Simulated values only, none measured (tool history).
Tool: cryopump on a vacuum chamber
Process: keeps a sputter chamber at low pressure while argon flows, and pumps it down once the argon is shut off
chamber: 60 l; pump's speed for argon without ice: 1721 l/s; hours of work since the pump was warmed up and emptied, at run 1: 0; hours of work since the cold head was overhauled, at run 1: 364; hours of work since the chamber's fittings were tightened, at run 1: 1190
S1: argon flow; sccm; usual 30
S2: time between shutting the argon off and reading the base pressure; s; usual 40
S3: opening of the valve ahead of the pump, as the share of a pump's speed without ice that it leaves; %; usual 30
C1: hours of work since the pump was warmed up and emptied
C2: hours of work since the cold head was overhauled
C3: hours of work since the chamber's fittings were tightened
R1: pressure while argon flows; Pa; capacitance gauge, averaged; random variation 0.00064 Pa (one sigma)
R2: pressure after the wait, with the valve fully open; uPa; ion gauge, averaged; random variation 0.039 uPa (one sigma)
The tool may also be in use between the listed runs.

run   hour  S1   S2  S3   C1   C2    C3      R1    R2
  1      0  30   40  30    0  364  1190  0.0977  3.08
  2   24.6  30   50  30   16  381  1206   0.098  2.64
  3   51.5  30   40  30   34  398  1224  0.1002   3.1
  4   67.4  30  206  30   44  409  1234  0.0989  1.46
  5   92.3  30   40  30   61  425  1251  0.1001  3.08
  6  115.7  30   40  49   76  441  1266  0.0619  3.16
  7  139.1  30  269  30   92  456  1281  0.0984  1.37
  8  158.9  30  269  30  105  469  1294     0.1  1.44
  9  180.9  30  269  30  119  483  1309  0.1017  1.38
 10  194.1  30  269  30  128  492  1318  0.1012  1.46
 11  212.4  30  269  30  140  504  1330  0.1007  1.47
 12  235.2  22  269  30  155  519  1345  0.0741   1.5
 13    259  30   96  30  170  535  1360  0.1026  2.11

Forecast run 14:
 14  278.1  13  113  36  183  547  1373   ?   ?

{"run 14": {"R1": 0.0371, "R2": 1.95}}
Without the tool's hidden state the same run would have given R1 0.0354 Pa, R2 0.89 uPa.
